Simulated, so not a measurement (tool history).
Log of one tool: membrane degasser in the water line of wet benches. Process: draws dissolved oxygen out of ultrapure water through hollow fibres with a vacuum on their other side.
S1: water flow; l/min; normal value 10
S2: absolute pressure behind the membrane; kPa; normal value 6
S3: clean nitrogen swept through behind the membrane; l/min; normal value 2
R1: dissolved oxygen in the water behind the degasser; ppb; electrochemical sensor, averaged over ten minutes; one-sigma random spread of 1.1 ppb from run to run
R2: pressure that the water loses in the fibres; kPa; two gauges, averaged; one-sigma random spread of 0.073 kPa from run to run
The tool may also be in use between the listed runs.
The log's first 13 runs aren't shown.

run,hour,S1,S2,S3,R1,R2
14,1462.4,10,6,2.29,133.1,33
15,1542.4,10,6,2,138.2,33.14
16,1608.4,10,6,2,136.8,32.94
17,1753.1,6,7.66,1.07,85.5,19.92
18,1874.5,11,4.02,2.42,141.9,36.3
19,2023.9,11,4.02,2.42,141.2,36.16
20,2134.6,11,4.02,2.42,140.6,36.24
21,2231.9,6,4.54,2.93,26.3,19.88
22,2296.7,8,8.41,3.17,87.3,26.31
23,2405.8,8,8.41,3.17,88.6,26.49
24,2491.8,9,10.81,1.75,174.4,29.81
25,2624.8,10,5.12,2,128.4,32.97
26,2704.8,10,12.9,2,223.1,33.1
27,2815.3,15,13.57,5.03,360.6,49.68
28,2959,15,13.57,5.03,361.1,49.38
29,3023.3,15,13.57,5.03,353.2,49.44
30,3172.3,12,13.57,5.03,230.2,39.63
31,3250.3,8,7.99,5.01,72.9,26.45
32,3318.6,8,7.99,5.01,72.2,26.39

Each row is a separate what-if for the run after 32, all from the same tool condition, not one after another. Results?
A,3469.6,10,6.27,2,?,?
B,3469.6,8,5.83,1.96,?,?
C,3469.6,8,10.7,0.84,?,?

run,R1,R2
A,144.2,33.17
B,81.3,26.51
C,234.8,26.44
Had the tool no hidden state, the same runs would have come out as:
run,R1,R2
A,135.2,32.82
B,74.9,26.23
C,217.3,26.16

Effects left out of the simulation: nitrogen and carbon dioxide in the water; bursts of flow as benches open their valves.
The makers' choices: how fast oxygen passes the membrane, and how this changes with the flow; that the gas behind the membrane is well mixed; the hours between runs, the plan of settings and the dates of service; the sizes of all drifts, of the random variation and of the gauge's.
